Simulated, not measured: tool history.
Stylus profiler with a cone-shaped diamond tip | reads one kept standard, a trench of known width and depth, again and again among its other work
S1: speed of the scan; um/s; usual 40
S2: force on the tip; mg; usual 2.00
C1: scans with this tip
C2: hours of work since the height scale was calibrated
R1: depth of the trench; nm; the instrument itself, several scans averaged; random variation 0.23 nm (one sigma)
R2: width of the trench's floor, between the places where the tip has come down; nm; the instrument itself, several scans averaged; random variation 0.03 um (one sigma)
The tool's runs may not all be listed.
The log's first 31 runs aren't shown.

| run | hour | S1 | S2 | C1 | C2 | R1 | R2 |
|---|---|---|---|---|---|---|---|
| 32 | 1681.6 | 77 | 2.19 | 4491 | 923 | 1014.04 | 45930 |
| 33 | 1725.9 | 77 | 2.19 | 4587 | 943 | 1013.92 | 45940 |
| 34 | 1768.8 | 77 | 2.19 | 4679 | 962 | 1014.31 | 45880 |
| 35 | 1802.5 | 13 | 2.30 | 4752 | 977 | 1014.26 | 46180 |
| 36 | 1881.7 | 62 | 0.79 | 4923 | 1012 | 1009.65 | 45800 |
| 37 | 1952.1 | 62 | 0.79 | 5075 | 1043 | 1009.95 | 45740 |
| 38 | 2022.1 | 16 | 2.40 | 5227 | 1075 | 1015.21 | 46140 |
| 39 | 2060.8 | 133 | 3.44 | 5310 | 1092 | 1017.79 | 45780 |
| 40 | 2117.2 | 106 | 3.44 | 5432 | 1117 | 1018.14 | 45830 |
| 41 | 2153.8 | 85 | 2.02 | 5511 | 1133 | 1014.08 | 45790 |
| 42 | 2209.4 | 85 | 2.02 | 5631 | 1158 | 1014.67 | 45840 |
| 43 | 2269.4 | 27 | 1.05 | 5761 | 1184 | 1011.45 | 45930 |

Forecast each of these 4 alternatives for the next run:
| A | 2343.7 | 40 | 0.99 | 5921 | 1217 | ? | ? |
| B | 2343.7 | 146 | 2.00 | 5921 | 1217 | ? | ? |
| C | 2343.7 | 14 | 1.05 | 5921 | 1217 | ? | ? |
| D | 2343.7 | 28 | 3.75 | 5921 | 1217 | ? | ? |

| run | R1 | R2 |
|---|---|---|
| A | 1011.13 | 45920 |
| B | 1014.81 | 45530 |
| C | 1011.64 | 46010 |
| D | 1019.42 | 46040 |
Without the tool's hidden state the same runs would have given:
| run | R1 | R2 |
|---|---|---|
| A | 1005.64 | 46310 |
| B | 1009.30 | 45920 |
| C | 1006.15 | 46400 |
| D | 1013.89 | 46420 |
